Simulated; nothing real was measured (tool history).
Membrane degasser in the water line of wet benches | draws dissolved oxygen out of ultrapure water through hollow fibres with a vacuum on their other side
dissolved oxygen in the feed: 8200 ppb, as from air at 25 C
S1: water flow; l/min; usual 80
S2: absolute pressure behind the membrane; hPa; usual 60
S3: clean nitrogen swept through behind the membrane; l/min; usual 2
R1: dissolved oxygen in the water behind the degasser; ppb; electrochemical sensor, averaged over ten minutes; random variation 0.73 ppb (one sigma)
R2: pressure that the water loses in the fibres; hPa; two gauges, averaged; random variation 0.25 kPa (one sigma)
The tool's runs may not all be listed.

run 1 hour=0 | S1=80 S2=60 S3=2 | R1=227.4 R2=662.4
run 2 hour=33.2 | S1=83 S2=60 S3=2 | R1=235.3 R2=682.1
run 3 hour=83.7 | S1=83 S2=60 S3=2 | R1=236.6 R2=683
run 4 hour=122.3 | S1=83 S2=45.8 S3=2 | R1=121.7 R2=687.9
run 5 hour=161.6 | S1=80 S2=65.7 S3=2 | R1=272.2 R2=659.3
run 6 hour=218.1 | S1=80 S2=65.7 S3=2 | R1=272.9 R2=658
run 7 hour=262.1 | S1=80 S2=60 S3=2 | R1=228.2 R2=655.7
run 8 hour=298.6 | S1=80 S2=60 S3=2 | R1=228.5 R2=658.9
run 9 hour=338.3 | S1=80 S2=60 S3=2 | R1=229.6 R2=654.5
run 10 hour=387.5 | S1=80 S2=60 S3=2 | R1=229.2 R2=658.5
run 11 hour=433.2 | S1=51 S2=136.9 S3=0.96 | R1=968.3 R2=422.6
run 12 hour=488 | S1=105 S2=99.5 S3=3.54 | R1=425.5 R2=865.3
run 13 hour=529.5 | S1=62 S2=56.4 S3=0.81 | R1=315.6 R2=507.4
run 14 hour=575.6 | S1=103 S2=60 S3=0.83 | R1=491.2 R2=848.8
run 15 hour=608.4 | S1=103 S2=60 S3=0.83 | R1=495.1 R2=845.9
run 16 hour=673.9 | S1=103 S2=75.9 S3=3.46 | R1=288.8 R2=844.1
run 17 hour=736.8 | S1=52 S2=109.7 S3=3.43 | R1=269 R2=425.7
run 18 hour=794.4 | S1=52 S2=109.7 S3=3.43 | R1=268.8 R2=427.8
run 19 hour=841.4 | S1=54 S2=56.4 S3=2.39 | R1=124.2 R2=444

4 ways to go on from here, each from the tool as it stands after run 19. What would each give?
run A hour=897.7 | S1=80 S2=60 S3=1.05 | R1=? R2=?
run B hour=897.7 | S1=80 S2=141.9 S3=4.08 | R1=? R2=?
run C hour=897.7 | S1=66 S2=55 S3=2.39 | R1=? R2=?
run D hour=897.7 | S1=80 S2=60 S3=1.54 | R1=? R2=?

run=A R1=367.3 R2=657.9
run=B R1=473.3 R2=655.5
run=C R1=142.2 R2=540.6
run=D R1=280.3 R2=659.7
Without the tool's hidden state the same runs would have given:
run=A R1=359.4 R2=657.8
run=B R1=463.1 R2=655.4
run=C R1=139.1 R2=540.5
run=D R1=274.2 R2=659.6
